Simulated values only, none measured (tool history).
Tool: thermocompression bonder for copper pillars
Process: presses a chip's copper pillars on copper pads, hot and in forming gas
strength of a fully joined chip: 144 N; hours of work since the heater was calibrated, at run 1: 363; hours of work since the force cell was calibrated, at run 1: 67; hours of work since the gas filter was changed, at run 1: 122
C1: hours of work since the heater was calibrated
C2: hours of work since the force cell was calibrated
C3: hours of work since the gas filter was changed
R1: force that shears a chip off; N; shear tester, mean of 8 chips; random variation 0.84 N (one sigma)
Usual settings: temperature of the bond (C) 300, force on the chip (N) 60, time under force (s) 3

run 1 hour=0.0 | temperature_of_the_bond_(C)=300 force_on_the_chip_(N)=60 time_under_force_(s)=3 | C1=363 C2=67 C3=122 | R1=61.6
run 2 hour=28.2 | temperature_of_the_bond_(C)=300 force_on_the_chip_(N)=55 time_under_force_(s)=3 | C1=382 C2=86 C3=141 | R1=59.2
run 3 hour=66.6 | temperature_of_the_bond_(C)=300 force_on_the_chip_(N)=74 time_under_force_(s)=3 | C1=407 C2=111 C3=166 | R1=71.8
-- hour=77.1 forming gas filter changed
run 4 hour=94.4 | temperature_of_the_bond_(C)=300 force_on_the_chip_(N)=60 time_under_force_(s)=3 | C1=425 C2=129 C3=11 | R1=65.7
run 5 hour=117.6 | temperature_of_the_bond_(C)=300 force_on_the_chip_(N)=60 time_under_force_(s)=8 | C1=440 C2=144 C3=27 | R1=90.6
run 6 hour=135.4 | temperature_of_the_bond_(C)=300 force_on_the_chip_(N)=60 time_under_force_(s)=8 | C1=452 C2=156 C3=38 | R1=89.3
run 7 hour=152.5 | temperature_of_the_bond_(C)=300 force_on_the_chip_(N)=60 time_under_force_(s)=8 | C1=463 C2=167 C3=50 | R1=89.3
run 8 hour=187.7 | temperature_of_the_bond_(C)=300 force_on_the_chip_(N)=60 time_under_force_(s)=8 | C1=486 C2=191 C3=73 | R1=88.1
run 9 hour=226.0 | temperature_of_the_bond_(C)=300 force_on_the_chip_(N)=60 time_under_force_(s)=8 | C1=512 C2=216 C3=98 | R1=87.3
run 10 hour=266.1 | temperature_of_the_bond_(C)=300 force_on_the_chip_(N)=60 time_under_force_(s)=3 | C1=538 C2=242 C3=125 | R1=62.4
run 11 hour=288.0 | temperature_of_the_bond_(C)=300 force_on_the_chip_(N)=60 time_under_force_(s)=3 | C1=552 C2=257 C3=139 | R1=63.0
-- hour=293.0 heater calibrated with a thermocouple chip
run 12 hour=310.6 | temperature_of_the_bond_(C)=300 force_on_the_chip_(N)=60 time_under_force_(s)=7 | C1=12 C2=270 C3=153 | R1=81.3
run 13 hour=330.8 | temperature_of_the_bond_(C)=300 force_on_the_chip_(N)=60 time_under_force_(s)=3 | C1=25 C2=283 C3=166 | R1=60.0

Run 14 comes next. What will it give?
-- hour=340.8 forming gas filter changed
run 14 hour=358.8 | temperature_of_the_bond_(C)=301 force_on_the_chip_(N)=60 time_under_force_(s)=3 | C1=43 C2=302 C3=12 | R1=?

Run 14 gave R1 66.1 N.
Without the tool's hidden state the same run would have given R1 68.8 N.
